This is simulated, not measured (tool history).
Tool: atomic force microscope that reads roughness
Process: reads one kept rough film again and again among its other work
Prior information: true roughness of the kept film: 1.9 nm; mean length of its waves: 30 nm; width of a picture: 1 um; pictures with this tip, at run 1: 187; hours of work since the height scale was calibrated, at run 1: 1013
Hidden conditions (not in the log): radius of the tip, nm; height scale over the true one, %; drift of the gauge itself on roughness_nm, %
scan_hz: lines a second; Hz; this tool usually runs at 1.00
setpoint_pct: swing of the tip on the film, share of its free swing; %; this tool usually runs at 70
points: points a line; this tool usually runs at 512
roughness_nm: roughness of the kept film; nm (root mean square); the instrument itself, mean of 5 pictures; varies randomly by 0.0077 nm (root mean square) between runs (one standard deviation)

run   hour  scan_hz  setpoint_pct  points  pictures with this tip  hours of work since the height scale was calibrated  roughness_nm
  1    0.0     1.00            70     512                     187                                                 1013         1.658
  2   47.8     1.00            70     512                     260                                                 1044         1.655
      69.4  -- new tip fitted
  3  122.9     1.00            70     512                      83                                                 1091         1.663
     176.5  -- height scale calibrated on a step standard
  4  188.6     1.00            70     512                     182                                                    8         1.639
     258.9  -- new tip fitted
  5  258.9     1.00            69     512                       0                                                   52         1.659
  6  323.9     0.81            70     512                     100                                                   94         1.675
  7  400.1     1.04            70     512                     217                                                  142         1.651
     453.6  -- new tip fitted
  8  464.5     0.56            70     401                      16                                                  183         1.701
  9  515.0     1.00            70     933                      94                                                  215         1.664
 10  570.2     0.70            75     933                     179                                                  251         1.677
 11  617.0     2.84            70     933                     251                                                  281         1.513
     644.7  -- new tip fitted
 12  694.7     0.82            70     279                      77                                                  330         1.644

Alternative continuations, all from the tool just after run 12; predict every row:
  A  768.6     1.82            70     512                     190                                                  377             ?
  B  768.6     0.92            70     292                     190                                                  377             ?
  C  768.6     2.52            63     512                     190                                                  377             ?

run  roughness_nm
  A         1.590
  B         1.654
  C         1.595
With no hidden state in the tool, these same runs would have given:
run  roughness_nm
  A         1.594
  B         1.658
  C         1.598

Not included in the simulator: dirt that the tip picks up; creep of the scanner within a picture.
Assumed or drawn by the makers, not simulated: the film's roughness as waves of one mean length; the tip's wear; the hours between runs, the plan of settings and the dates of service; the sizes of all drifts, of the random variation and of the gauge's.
